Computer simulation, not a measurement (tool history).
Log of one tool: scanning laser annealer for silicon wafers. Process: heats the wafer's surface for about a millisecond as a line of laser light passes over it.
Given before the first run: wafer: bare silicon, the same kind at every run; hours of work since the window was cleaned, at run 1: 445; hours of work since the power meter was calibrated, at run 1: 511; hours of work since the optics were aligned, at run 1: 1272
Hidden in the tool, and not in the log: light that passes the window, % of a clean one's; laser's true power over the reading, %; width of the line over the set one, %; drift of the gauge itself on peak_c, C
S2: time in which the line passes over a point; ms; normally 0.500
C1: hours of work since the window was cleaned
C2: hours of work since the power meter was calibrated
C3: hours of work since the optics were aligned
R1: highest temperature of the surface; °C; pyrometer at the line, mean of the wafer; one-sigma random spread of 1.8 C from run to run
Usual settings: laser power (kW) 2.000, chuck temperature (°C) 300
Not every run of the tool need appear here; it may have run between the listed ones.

run 1 hour=0.0 | laser_power_(kW)=2.000 S2=0.500 chuck_temperature_(°C)=300 | C1=445 C2=511 C3=1272 | R1=1047
run 2 hour=32.4 | laser_power_(kW)=2.000 S2=0.500 chuck_temperature_(°C)=300 | C1=468 C2=534 C3=1295 | R1=1048
run 3 hour=70.4 | laser_power_(kW)=2.000 S2=0.500 chuck_temperature_(°C)=300 | C1=495 C2=561 C3=1322 | R1=1049
run 4 hour=97.9 | laser_power_(kW)=2.000 S2=0.464 chuck_temperature_(°C)=300 | C1=515 C2=581 C3=1342 | R1=1018
run 5 hour=123.2 | laser_power_(kW)=2.000 S2=0.464 chuck_temperature_(°C)=300 | C1=533 C2=599 C3=1360 | R1=1022
run 6 hour=158.5 | laser_power_(kW)=2.000 S2=0.500 chuck_temperature_(°C)=300 | C1=558 C2=624 C3=1385 | R1=1049
run 7 hour=182.0 | laser_power_(kW)=2.000 S2=0.363 chuck_temperature_(°C)=300 | C1=575 C2=641 C3=1402 | R1=933
run 8 hour=211.8 | laser_power_(kW)=2.000 S2=0.363 chuck_temperature_(°C)=300 | C1=596 C2=662 C3=1423 | R1=932
run 9 hour=232.0 | laser_power_(kW)=1.790 S2=0.500 chuck_temperature_(°C)=300 | C1=611 C2=677 C3=1438 | R1=944
run 10 hour=260.8 | laser_power_(kW)=1.790 S2=0.500 chuck_temperature_(°C)=272 | C1=632 C2=697 C3=1458 | R1=913
-- hour=280.7 window over the wafer cleaned
run 11 hour=301.5 | laser_power_(kW)=1.790 S2=0.500 chuck_temperature_(°C)=272 | C1=15 C2=725 C3=1486 | R1=919
run 12 hour=339.3 | laser_power_(kW)=1.790 S2=0.500 chuck_temperature_(°C)=272 | C1=42 C2=752 C3=1513 | R1=918
run 13 hour=370.9 | laser_power_(kW)=1.790 S2=0.500 chuck_temperature_(°C)=272 | C1=65 C2=775 C3=1536 | R1=917
run 14 hour=419.4 | laser_power_(kW)=1.790 S2=0.500 chuck_temperature_(°C)=272 | C1=99 C2=809 C3=1571 | R1=915
run 15 hour=460.1 | laser_power_(kW)=1.790 S2=0.500 chuck_temperature_(°C)=272 | C1=128 C2=839 C3=1600 | R1=917
run 16 hour=507.9 | laser_power_(kW)=1.790 S2=0.500 chuck_temperature_(°C)=272 | C1=163 C2=873 C3=1634 | R1=917
run 17 hour=539.8 | laser_power_(kW)=2.000 S2=0.500 chuck_temperature_(°C)=300 | C1=185 C2=896 C3=1657 | R1=1046
run 18 hour=578.9 | laser_power_(kW)=2.000 S2=0.500 chuck_temperature_(°C)=298 | C1=213 C2=924 C3=1685 | R1=1044
-- hour=614.6 optics aligned, line set to its width
run 19 hour=614.6 | laser_power_(kW)=2.000 S2=0.500 chuck_temperature_(°C)=298 | C1=235 C2=946 C3=0 | R1=1044
run 20 hour=648.1 | laser_power_(kW)=2.000 S2=0.500 chuck_temperature_(°C)=298 | C1=259 C2=970 C3=24 | R1=1046
run 21 hour=673.5 | laser_power_(kW)=1.870 S2=0.456 chuck_temperature_(°C)=338 | C1=278 C2=988 C3=42 | R1=987
run 22 hour=701.1 | laser_power_(kW)=2.055 S2=0.447 chuck_temperature_(°C)=300 | C1=297 C2=1008 C3=62 | R1=1033
run 23 hour=735.2 | laser_power_(kW)=2.000 S2=0.617 chuck_temperature_(°C)=268 | C1=322 C2=1032 C3=86 | R1=1102
run 24 hour=758.4 | laser_power_(kW)=1.938 S2=0.617 chuck_temperature_(°C)=268 | C1=338 C2=1049 C3=103 | R1=1066
run 25 hour=791.9 | laser_power_(kW)=2.164 S2=0.556 chuck_temperature_(°C)=314 | C1=362 C2=1072 C3=127 | R1=1192
run 26 hour=829.2 | laser_power_(kW)=2.044 S2=0.556 chuck_temperature_(°C)=330 | C1=389 C2=1099 C3=154 | R1=1142
run 27 hour=872.5 | laser_power_(kW)=2.044 S2=0.556 chuck_temperature_(°C)=330 | C1=420 C2=1130 C3=185 | R1=1146
run 28 hour=896.3 | laser_power_(kW)=2.044 S2=0.556 chuck_temperature_(°C)=330 | C1=437 C2=1147 C3=202 | R1=1142
run 29 hour=936.3 | laser_power_(kW)=2.000 S2=0.587 chuck_temperature_(°C)=300 | C1=466 C2=1176 C3=230 | R1=1116
run 30 hour=966.0 | laser_power_(kW)=2.156 S2=0.382 chuck_temperature_(°C)=269 | C1=487 C2=1197 C3=252 | R1=989
run 31 hour=991.3 | laser_power_(kW)=2.046 S2=0.361 chuck_temperature_(°C)=269 | C1=505 C2=1215 C3=270 | R1=919
run 32 hour=1011.6 | laser_power_(kW)=2.028 S2=0.500 chuck_temperature_(°C)=339 | C1=520 C2=1230 C3=284 | R1=1101
run 33 hour=1038.9 | laser_power_(kW)=2.028 S2=0.500 chuck_temperature_(°C)=339 | C1=539 C2=1249 C3=304 | R1=1101

Run 34, settings as shown, results not yet in. Your forecast:
run 34 hour=1075.9 | laser_power_(kW)=1.860 S2=0.486 chuck_temperature_(°C)=339 | C1=566 C2=1276 C3=330 | R1=?

{"run 34": {"R1": 1006}}
Were there no unlogged condition in the tool, this run, its random variation unchanged, would have produced R1 1007 °C.

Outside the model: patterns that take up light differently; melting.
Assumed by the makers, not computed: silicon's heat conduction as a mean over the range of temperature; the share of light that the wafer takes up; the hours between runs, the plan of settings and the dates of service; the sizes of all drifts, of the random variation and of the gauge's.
